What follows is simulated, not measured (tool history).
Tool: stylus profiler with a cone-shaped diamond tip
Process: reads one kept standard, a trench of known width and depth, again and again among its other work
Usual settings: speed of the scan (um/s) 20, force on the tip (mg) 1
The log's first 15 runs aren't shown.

run    hour  speed of the scan (um/s)  force on the tip (mg)  scans with this tip  hours of work since the height scale was calibrated  depth of the trench (angstrom)  width of the trench's floor (um)
 16  1009.8                        20                      1                11372                                                  570                          5033.3                             96.08
 17    1086                        29                      1                11667                                                  613                          5033.7                                96
 18  1136.5                        29                      1                11863                                                  642                          5035.2                              95.9
 19    1179                        12                   0.91                12028                                                  666                          5033.1                             96.05
 20    1251                        52                   1.75                12308                                                  707                          5047.7                             95.89
 21  1289.6                        52                   1.75                12457                                                  728                          5044.5                             95.83
     1296.3  -- height scale calibrated on a step standard
 22  1374.8                        16                    0.6                12786                                                   44                          5034.8                              95.9
 23  1411.4                        16                    0.6                12928                                                   65                          5036.9                             95.91
 24  1452.6                        22                      1                13087                                                   88                          5042.1                             95.91
 25  1513.6                        22                      1                13324                                                  123                          5043.7                             95.87
 26  1585.2                        26                   0.84                13602                                                  163                          5040.8                             95.81
 27  1631.1                        15                   0.45                13780                                                  189                            5033                             95.82
 28  1700.8                        23                   0.48                14050                                                  228                          5033.5                             95.75
 29  1752.8                        66                   2.51                14252                                                  258                          5065.7                             95.63
     1758.5  -- height scale calibrated on a step standard, once more
 30    1802                        14                    0.6                14441                                                   25                          5016.9                             95.81
 31  1845.3                        47                   1.06                14609                                                   49                          5026.3                             95.64
 32  1895.9                        11                   1.07                14805                                                   78                          5027.2                             95.82
 33  1982.5                        19                   0.63                15141                                                  127                            5019                             95.75
 34  2027.3                        43                   1.19                15315                                                  152                          5033.1                             95.56
 35  2116.3                        43                   1.19                15660                                                  202                          5032.5                             95.55

Forecast each of these 3 alternatives for the next run:
  A  2199.7                        11                   1.74                15983                                                  249                               ?                                 ?
  B  2199.7                        13                   1.87                15983                                                  249                               ?                                 ?
  C  2199.7                        38                   0.78                15983                                                  249                               ?                                 ?

run  depth of the trench (angstrom)  width of the trench's floor (um)
  A                          5043.4                             95.71
  B                          5042.6                             95.69
  C                            5028                             95.49
Without the tool's hidden state the same runs would have given:
run  depth of the trench (angstrom)  width of the trench's floor (um)
  A                          5037.6                              97.3
  B                          5036.8                             97.29
  C                          5022.2                             97.08
